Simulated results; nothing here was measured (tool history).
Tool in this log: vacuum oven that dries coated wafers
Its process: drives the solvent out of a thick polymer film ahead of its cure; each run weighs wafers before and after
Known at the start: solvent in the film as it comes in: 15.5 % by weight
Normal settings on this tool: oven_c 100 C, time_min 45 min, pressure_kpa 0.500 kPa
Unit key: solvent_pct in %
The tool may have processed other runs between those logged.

| run | day | oven_c | time_min | pressure_kpa | solvent_pct |
|---|---|---|---|---|---|
| 1 | 0.000 | 100 | 45 | 0.500 | 0.76 |
| 2 | 0.671 | 100 | 45 | 0.500 | 0.75 |
| 3 | 1.196 | 100 | 45 | 0.500 | 0.76 |
| 4 | 1.979 | 100 | 45 | 0.500 | 0.75 |
| 5 | 2.579 | 100 | 61 | 0.500 | 0.44 |
| 6 | 3.367 | 100 | 61 | 0.500 | 0.45 |
| 7 | 3.912 | 100 | 61 | 0.500 | 0.43 |
| 8 | 4.254 | 100 | 61 | 0.500 | 0.43 |
| 9 | 4.688 | 100 | 61 | 0.500 | 0.45 |
| 10 | 5.033 | 100 | 61 | 0.500 | 0.43 |
| 11 | 5.429 | 98 | 33 | 1.555 | 2.21 |
| 12 | 5.900 | 98 | 33 | 1.555 | 2.24 |
| 13 | 6.633 | 98 | 33 | 1.555 | 2.21 |
| 14 | 7.346 | 105 | 65 | 0.306 | 0.18 |
| 15 | 7.829 | 102 | 67 | 1.159 | 0.67 |
| 16 | 8.225 | 102 | 67 | 1.159 | 0.67 |
| 17 | 8.825 | 102 | 67 | 1.159 | 0.67 |
| 18 | 9.462 | 103 | 24 | 0.660 | 2.04 |
| 19 | 10.250 | 107 | 24 | 0.660 | 1.42 |
| 20 | 10.838 | 100 | 75 | 0.929 | 0.56 |

Here are 4 independent what-if runs from the current tool condition. What would each one return?
| A | 11.162 | 96 | 75 | 0.929 | ? |
| B | 11.162 | 100 | 25 | 0.500 | ? |
| C | 11.162 | 100 | 29 | 0.566 | ? |
| D | 11.162 | 90 | 73 | 0.929 | ? |

| run | solvent_pct |
|---|---|
| A | 0.74 |
| B | 2.23 |
| C | 1.79 |
| D | 1.12 |
With the hidden condition removed and each run's random variation left untouched, the same runs would have given:
| run | solvent_pct |
|---|---|
| A | 0.72 |
| B | 2.29 |
| C | 1.84 |
| D | 1.12 |

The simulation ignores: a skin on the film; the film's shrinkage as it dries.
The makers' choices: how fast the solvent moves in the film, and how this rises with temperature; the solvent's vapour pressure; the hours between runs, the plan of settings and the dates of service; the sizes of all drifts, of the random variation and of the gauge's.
